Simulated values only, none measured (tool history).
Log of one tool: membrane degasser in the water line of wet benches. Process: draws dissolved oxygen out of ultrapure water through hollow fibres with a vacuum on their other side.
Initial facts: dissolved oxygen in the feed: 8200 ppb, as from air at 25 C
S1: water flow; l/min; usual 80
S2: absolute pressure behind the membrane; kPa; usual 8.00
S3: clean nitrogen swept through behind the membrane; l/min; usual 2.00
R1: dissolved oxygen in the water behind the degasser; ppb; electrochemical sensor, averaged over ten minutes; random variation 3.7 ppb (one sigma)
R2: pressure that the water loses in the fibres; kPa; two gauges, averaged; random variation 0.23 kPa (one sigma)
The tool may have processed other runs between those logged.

| run | hour | S1 | S2 | S3 | R1 | R2 |
|---|---|---|---|---|---|---|
| 1 | 0.0 | 80 | 8.00 | 2.00 | 410.1 | 59.24 |
| 2 | 186.9 | 80 | 8.00 | 2.00 | 409.0 | 59.10 |
| 3 | 314.1 | 80 | 8.00 | 4.52 | 205.2 | 59.26 |
|  | 352.8 | seals of the vacuum lines changed |
| 4 | 480.5 | 80 | 8.00 | 2.00 | 415.5 | 59.44 |
| 5 | 711.5 | 80 | 8.00 | 2.19 | 388.8 | 59.72 |
|  | 722.8 | vacuum gauge calibrated |
| 6 | 945.5 | 80 | 8.00 | 2.19 | 401.7 | 59.84 |
| 7 | 1067.5 | 80 | 8.00 | 2.19 | 402.3 | 59.86 |
| 8 | 1291.3 | 64 | 5.35 | 1.76 | 220.7 | 47.89 |
| 9 | 1464.2 | 80 | 10.38 | 2.00 | 606.0 | 60.05 |
| 10 | 1590.7 | 53 | 8.00 | 1.63 | 378.0 | 39.60 |
|  | 1608.2 | vacuum gauge calibrated, once more |
| 11 | 1818.9 | 80 | 12.72 | 2.99 | 517.6 | 60.24 |
| 12 | 1965.8 | 80 | 12.72 | 2.99 | 520.5 | 60.56 |
| 13 | 2180.8 | 80 | 12.72 | 2.99 | 527.3 | 60.23 |
| 14 | 2408.7 | 79 | 8.00 | 3.57 | 231.4 | 59.92 |

Alternative continuations, all from the tool just after run 14; predict every row:
| A | 2601.5 | 79 | 10.56 | 3.57 | ? | ? |
| B | 2601.5 | 68 | 8.00 | 3.57 | ? | ? |
| C | 2601.5 | 123 | 11.60 | 0.97 | ? | ? |

| run | R1 | R2 |
|---|---|---|
| A | 353.6 | 59.53 |
| B | 207.1 | 51.54 |
| C | 1332.5 | 92.93 |
Stripped of hidden state, with their random variation kept, the same runs would have yielded:
| run | R1 | R2 |
|---|---|---|
| A | 347.7 | 56.34 |
| B | 202.1 | 48.79 |
| C | 1321.5 | 87.95 |
